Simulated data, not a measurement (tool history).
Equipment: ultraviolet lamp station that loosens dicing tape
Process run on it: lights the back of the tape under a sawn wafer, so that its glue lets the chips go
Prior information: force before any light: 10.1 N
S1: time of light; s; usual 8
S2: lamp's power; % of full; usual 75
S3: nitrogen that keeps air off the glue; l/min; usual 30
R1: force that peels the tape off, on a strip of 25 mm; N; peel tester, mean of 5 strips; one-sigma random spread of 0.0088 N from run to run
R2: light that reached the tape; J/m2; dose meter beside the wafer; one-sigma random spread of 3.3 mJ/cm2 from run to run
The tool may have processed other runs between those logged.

run,hour,S1,S2,S3,R1,R2
1,0,8,75,30,0.535,4130
2,23.7,8,75,30,0.547,4170
3,54.3,8,75,11,1.243,4130
4,90.5,8,75,14,1.041,4090
5,123.2,8,75,14,1.065,4050
6,155.1,11,75,30,0.333,5560
7,179.6,11,75,30,0.345,5430
8,198.8,11,75,30,0.334,5480
9,232.2,8,75,30,0.604,3960
10,264.7,8,75,30,0.646,3860
11,284.4,8,75,30,0.637,3860
12,319.3,8,86,30,0.487,4360
13,350.9,8,75,30,0.663,3760
14,375.8,8,75,30,0.676,3750
15,399.4,8,75,11,1.444,3740
16,425.8,8,75,30,0.68,3720
17,458.1,8,75,30,0.732,3710
18,495.4,11,75,30,0.379,4950
# hour 497.9: window cleaned of glue's vapour
19,528.6,5,75,30,2.018,2060
20,566.6,5,75,30,2.092,2020
21,599.5,6,75,30,1.536,2410
22,619.1,11,75,17,0.762,4350
23,642.1,9,67,30,0.967,3170
# hour 645: window cleaned of glue's vapour, once more
# hour 662.6: lamp changed
24,675.3,4,72,37,1.446,2420
25,692.6,4,72,37,1.389,2410
26,730.5,9,72,11,0.734,5430
27,751.4,5,75,24,1.163,3080
28,786.8,14,75,19,0.243,8570
29,814.4,14,75,19,0.242,8490
30,838.9,13,75,24,0.233,7930
31,859.7,11,86,12,0.346,7660
32,876.7,11,86,12,0.371,7570
33,905.9,8,75,22,0.533,4800
34,943.8,8,75,22,0.527,4740
35,972.1,4,75,44,1.298,2350
36,1006,4,75,44,1.337,2320
37,1039.6,4,62,13,3.466,1930
38,1059.5,4,85,30,1.41,2600
39,1078.8,4,63,21,2.758,1910
40,1101,13,100,12,0.251,9830
41,1127.9,13,100,12,0.257,9660
42,1164.8,6,64,10,2.335,2820

4 ways to go on from here, each from the tool as it stands after run 42. What would each give?
A,1193.2,8,69,16,?,?
B,1193.2,5,97,26,?,?
C,1193.2,7,62,14,?,?
D,1193.2,5,68,47,?,?

run,R1,R2
A,0.976,4030
B,0.815,3540
C,1.641,3170
D,1.109,2480
Without the tool's unlogged condition, the same runs would have read:
run,R1,R2
A,0.714,4700
B,0.594,4130
C,1.249,3700
D,0.817,2900

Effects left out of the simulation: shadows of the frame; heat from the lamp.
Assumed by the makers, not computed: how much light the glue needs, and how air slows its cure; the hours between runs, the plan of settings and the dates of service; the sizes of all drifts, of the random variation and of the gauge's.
